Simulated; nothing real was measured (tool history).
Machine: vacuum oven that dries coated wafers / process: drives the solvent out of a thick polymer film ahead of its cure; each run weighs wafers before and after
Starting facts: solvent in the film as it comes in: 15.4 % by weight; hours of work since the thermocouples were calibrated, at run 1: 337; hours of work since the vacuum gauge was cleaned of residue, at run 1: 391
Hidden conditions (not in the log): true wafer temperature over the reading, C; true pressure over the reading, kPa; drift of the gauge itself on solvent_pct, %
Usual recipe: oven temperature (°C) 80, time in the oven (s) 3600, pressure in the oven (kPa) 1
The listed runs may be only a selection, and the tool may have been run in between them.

run,hour,oven temperature (°C),time in the oven (s),pressure in the oven (kPa),hours of work since the thermocouples were calibrated,hours of work since the vacuum gauge was cleaned of residue,solvent left in the film (%)
1,0,80,3600,1,337,391,2.62
2,46.1,80,3600,1,357,411,2.61
3,85.6,80,3600,1,374,428,2.6
4,128.6,86,3600,1,393,447,1.19
5,171.1,86,3600,1,411,465,1.12
6,200.2,86,3600,1,424,478,1.16
7,233.7,80,3600,1,438,492,2.59
8,256.8,80,3600,1,448,502,2.59
9,306.2,80,3600,1,470,524,2.59
10,329.3,80,5940,2.06,480,534,1.54
# hour 335.7: oven's thermocouples calibrated
11,365.4,80,5940,2.06,13,548,1.47
12,413,88,4620,0.79,33,569,0.45
13,460.2,71,3600,3.25,54,590,6.42
14,493.9,68,3600,3.29,68,604,7.54
# hour 508.9: oven's thermocouples calibrated, once more
15,532.2,80,2700,1,10,620,3.93

3 ways to go on from here, each from the tool as it stands after run 15. What would each give?
A,582.2,78,3720,1.87,32,641,?
B,582.2,82,6180,0.84,32,641,?
C,582.2,68,3600,2.39,32,641,?

run,solvent left in the film (%)
A,3.58
B,0.85
C,7.59
Without the tool's unlogged condition, the same runs would have read:
run,solvent left in the film (%)
A,3.56
B,0.77
C,7.57
